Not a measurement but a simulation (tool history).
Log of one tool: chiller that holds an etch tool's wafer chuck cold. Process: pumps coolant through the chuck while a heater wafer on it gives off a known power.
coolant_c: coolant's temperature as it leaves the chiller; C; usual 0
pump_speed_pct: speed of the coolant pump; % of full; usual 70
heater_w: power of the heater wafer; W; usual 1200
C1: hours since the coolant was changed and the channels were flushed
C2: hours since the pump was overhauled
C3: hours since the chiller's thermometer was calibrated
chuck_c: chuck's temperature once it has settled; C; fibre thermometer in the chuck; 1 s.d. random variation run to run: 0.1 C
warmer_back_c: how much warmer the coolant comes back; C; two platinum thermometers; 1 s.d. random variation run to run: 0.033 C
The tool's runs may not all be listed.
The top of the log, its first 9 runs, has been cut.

run 10 day=16.067 | coolant_c=0 pump_speed_pct=75 heater_w=1200 | C1=5802 C2=1393 C3=3551 | chuck_c=10.8 warmer_back_c=4.43
run 11 day=18.65 | coolant_c=0 pump_speed_pct=75 heater_w=1200 | C1=5864 C2=1455 C3=3613 | chuck_c=10.9 warmer_back_c=4.41
run 12 day=20.825 | coolant_c=0 pump_speed_pct=78 heater_w=1200 | C1=5916 C2=1507 C3=3665 | chuck_c=10.4 warmer_back_c=4.24
run 13 day=22.642 | coolant_c=0 pump_speed_pct=70 heater_w=1200 | C1=5960 C2=1551 C3=3709 | chuck_c=11.2 warmer_back_c=4.82
run 14 day=23.704 | coolant_c=0 pump_speed_pct=65 heater_w=1200 | C1=5985 C2=1577 C3=3734 | chuck_c=11.8 warmer_back_c=5.22
run 15 day=26.196 | coolant_c=0 pump_speed_pct=65 heater_w=1200 | C1=6045 C2=1636 C3=3794 | chuck_c=11.8 warmer_back_c=5.18
run 16 day=27.933 | coolant_c=0 pump_speed_pct=99 heater_w=1200 | C1=6087 C2=1678 C3=3836 | chuck_c=8.9 warmer_back_c=3.28
run 17 day=29.342 | coolant_c=0 pump_speed_pct=99 heater_w=1200 | C1=6121 C2=1712 C3=3870 | chuck_c=8.9 warmer_back_c=3.26
run 18 day=30.454 | coolant_c=0 pump_speed_pct=99 heater_w=1200 | C1=6148 C2=1739 C3=3896 | chuck_c=8.8 warmer_back_c=3.26
run 19 day=31.846 | coolant_c=9 pump_speed_pct=87 heater_w=1297 | C1=6181 C2=1772 C3=3930 | chuck_c=19.4 warmer_back_c=4.07
-- day=32.283 coolant changed, channels flushed
run 20 day=33.188 | coolant_c=8 pump_speed_pct=67 heater_w=1675 | C1=22 C2=1798 C3=3956 | chuck_c=24.1 warmer_back_c=7.04
run 21 day=34.467 | coolant_c=-9 pump_speed_pct=81 heater_w=707 | C1=52 C2=1829 C3=3987 | chuck_c=-3 warmer_back_c=2.39
run 22 day=36.462 | coolant_c=7 pump_speed_pct=63 heater_w=707 | C1=100 C2=1877 C3=4034 | chuck_c=14 warmer_back_c=3.11
run 23 day=37.908 | coolant_c=0 pump_speed_pct=99 heater_w=1200 | C1=135 C2=1911 C3=4069 | chuck_c=9 warmer_back_c=3.28
run 24 day=39.775 | coolant_c=10 pump_speed_pct=69 heater_w=1246 | C1=180 C2=1956 C3=4114 | chuck_c=22 warmer_back_c=5.06
run 25 day=41.996 | coolant_c=10 pump_speed_pct=61 heater_w=1430 | C1=233 C2=2010 C3=4167 | chuck_c=24.6 warmer_back_c=6.65
run 26 day=44.142 | coolant_c=-7 pump_speed_pct=70 heater_w=964 | C1=285 C2=2061 C3=4219 | chuck_c=2.1 warmer_back_c=3.86
run 27 day=45.225 | coolant_c=0 pump_speed_pct=70 heater_w=1724 | C1=311 C2=2087 C3=4245 | chuck_c=16.1 warmer_back_c=6.85
-- day=45.421 chiller's thermometer calibrated
run 28 day=47.767 | coolant_c=0 pump_speed_pct=76 heater_w=1724 | C1=371 C2=2147 C3=56 | chuck_c=15.2 warmer_back_c=6.22

Run 29 is up next; what results do you expect?
run 29 day=49.762 | coolant_c=0 pump_speed_pct=76 heater_w=1724 | C1=418 C2=2195 C3=104 | chuck_c=? warmer_back_c=?

{"run 29": {"chuck_c": 15.3, "warmer_back_c": 6.26}}
Were there no unlogged condition in the tool, this run, its random variation unchanged, would have produced chuck_c 15.3 C, warmer_back_c 6.26 C.

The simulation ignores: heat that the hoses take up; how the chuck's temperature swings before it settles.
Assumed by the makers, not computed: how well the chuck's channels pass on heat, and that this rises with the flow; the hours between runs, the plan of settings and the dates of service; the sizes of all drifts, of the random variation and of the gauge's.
